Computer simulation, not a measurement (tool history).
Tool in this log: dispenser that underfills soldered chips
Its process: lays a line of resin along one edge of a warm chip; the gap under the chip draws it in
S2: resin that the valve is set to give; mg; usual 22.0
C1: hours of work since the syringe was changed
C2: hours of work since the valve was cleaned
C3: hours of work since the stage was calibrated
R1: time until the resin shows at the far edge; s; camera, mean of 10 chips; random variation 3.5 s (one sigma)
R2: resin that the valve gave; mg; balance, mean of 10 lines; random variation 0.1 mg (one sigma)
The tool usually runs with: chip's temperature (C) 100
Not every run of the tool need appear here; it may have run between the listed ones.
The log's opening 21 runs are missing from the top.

run 22 hour=88.8 | chip's_temperature_(C)=103 S2=21.4 | C1=10 C2=33 C3=199 | R1=566.1 R2=20.76
-- hour=91.6 new syringe of resin
run 23 hour=94.5 | chip's_temperature_(C)=90 S2=21.6 | C1=2 C2=37 C3=202 | R1=584.6 R2=20.94
run 24 hour=97.1 | chip's_temperature_(C)=90 S2=28.2 | C1=3 C2=38 C3=204 | R1=647.5 R2=27.43
run 25 hour=101.7 | chip's_temperature_(C)=106 S2=28.0 | C1=6 C2=41 C3=207 | R1=404.0 R2=27.14
run 26 hour=104.5 | chip's_temperature_(C)=106 S2=28.0 | C1=8 C2=43 C3=208 | R1=449.2 R2=27.17
run 27 hour=107.5 | chip's_temperature_(C)=112 S2=27.2 | C1=10 C2=45 C3=210 | R1=406.9 R2=26.32
-- hour=110.2 new syringe of resin
run 28 hour=111.1 | chip's_temperature_(C)=100 S2=26.5 | C1=1 C2=47 C3=212 | R1=370.8 R2=25.52
run 29 hour=114.3 | chip's_temperature_(C)=88 S2=23.3 | C1=2 C2=48 C3=214 | R1=658.5 R2=22.48
run 30 hour=118.6 | chip's_temperature_(C)=96 S2=21.2 | C1=5 C2=51 C3=217 | R1=566.4 R2=20.36
run 31 hour=123.4 | chip's_temperature_(C)=97 S2=27.1 | C1=8 C2=54 C3=220 | R1=645.1 R2=25.89
-- hour=128.5 new syringe of resin
run 32 hour=128.5 | chip's_temperature_(C)=86 S2=26.0 | C1=0 C2=57 C3=223 | R1=621.6 R2=24.80
-- hour=133.2 dispensing valve cleaned and set on the balance
run 33 hour=134.4 | chip's_temperature_(C)=111 S2=26.1 | C1=3 C2=1 C3=226 | R1=289.6 R2=25.82
run 34 hour=136.9 | chip's_temperature_(C)=113 S2=18.7 | C1=5 C2=2 C3=227 | R1=306.2 R2=18.52
run 35 hour=142.7 | chip's_temperature_(C)=99 S2=27.2 | C1=8 C2=6 C3=231 | R1=599.1 R2=27.05
run 36 hour=146.8 | chip's_temperature_(C)=99 S2=27.2 | C1=11 C2=8 C3=233 | R1=690.5 R2=26.89

Each row is a separate what-if for the run after 36, all from the same tool condition, not one after another. Results?
-- hour=147.8 new syringe of resin
run A hour=151.4 | chip's_temperature_(C)=99 S2=27.9 | C1=2 C2=11 C3=236 | R1=? R2=?
-- hour=147.8 new syringe of resin
run B hour=151.4 | chip's_temperature_(C)=104 S2=22.3 | C1=2 C2=11 C3=236 | R1=? R2=?
-- hour=147.8 new syringe of resin
run C hour=151.4 | chip's_temperature_(C)=89 S2=27.1 | C1=2 C2=11 C3=236 | R1=? R2=?
-- hour=147.8 new syringe of resin
run D hour=151.4 | chip's_temperature_(C)=96 S2=25.5 | C1=2 C2=11 C3=236 | R1=? R2=?

run=A R1=408.9 R2=27.57
run=B R1=349.6 R2=22.23
run=C R1=620.7 R2=26.79
run=D R1=469.2 R2=25.29
The same runs, with their run-to-run variation unchanged, on a tool lacking any hidden condition would have given:
run=A R1=349.0 R2=27.87
run=B R1=298.6 R2=22.47
run=C R1=528.3 R2=27.08
run=D R1=400.1 R2=25.57
